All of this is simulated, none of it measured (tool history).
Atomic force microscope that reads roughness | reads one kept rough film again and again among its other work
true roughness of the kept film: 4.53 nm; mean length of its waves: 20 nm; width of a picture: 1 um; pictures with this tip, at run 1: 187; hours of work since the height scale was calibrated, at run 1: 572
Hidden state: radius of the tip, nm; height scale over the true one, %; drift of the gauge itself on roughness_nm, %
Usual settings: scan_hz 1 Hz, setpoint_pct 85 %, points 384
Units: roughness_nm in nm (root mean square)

run     day  scan_hz  setpoint_pct  points  pictures with this tip  hours of work since the height scale was calibrated  roughness_nm
  1       0        1            85     384                     187                                                  572         3.393
      1.692  -- new tip fitted
  2   1.692        1            85     384                       0                                                  599          3.41
  3   3.304        1            85     384                      69                                                  626         3.383
  4   5.412     2.82            85     384                     159                                                  660         3.024
  5   7.258     2.82            85     917                     238                                                  691         3.035
      7.838  -- new tip fitted
  6   8.683     2.82            85     917                      36                                                  714         3.048
  7  11.208     1.17            85     384                     144                                                  755         3.344
  8    13.4     1.17            68     384                     238                                                  791         3.512
     13.971  -- new tip fitted
  9  14.638     1.17            68     384                      29                                                  811         3.519
 10  16.742     1.17            68     384                     119                                                  846         3.527
 11  18.929     1.17            68     384                     212                                                  882         3.496
     20.104  -- new tip fitted
 12  20.104     1.17            68     384                       0                                                  901         3.528
 13  22.467     1.17            68     384                     101                                                  940         3.509
 14  24.796     1.17            60     798                     200                                                  978          3.59
     26.221  -- new tip fitted
 15  26.379     3.32            60     758                       7                                                 1004         3.468
 16  27.638     3.32            60     758                      61                                                 1025         3.481
 17  28.754     1.92            60     537                     109                                                 1043         3.529
 18  30.058     3.27            61     384                     164                                                 1064         3.411
     32.283  -- new tip fitted
 19  32.521     1.19            69     384                      10                                                 1105         3.483
 20  33.729     1.32            90     479                      61                                                 1124         3.267
 21  34.783     2.65            85     711                     107                                                 1142          3.09
 22  37.233     2.63            89     278                     211                                                 1182         2.909
       38.4  -- new tip fitted
 23  39.546     2.63            89     278                      49                                                 1220         2.931
 24  40.779     1.61            58     384                     102                                                 1240          3.54

The next listed run, before its measurement:
 25  41.871     1.52            73     375                     149                                                 1258             ?

{"run 25": {"roughness_nm": 3.431}}
Without the tool's hidden state the same run would have given roughness_nm 3.434 nm (root mean square).

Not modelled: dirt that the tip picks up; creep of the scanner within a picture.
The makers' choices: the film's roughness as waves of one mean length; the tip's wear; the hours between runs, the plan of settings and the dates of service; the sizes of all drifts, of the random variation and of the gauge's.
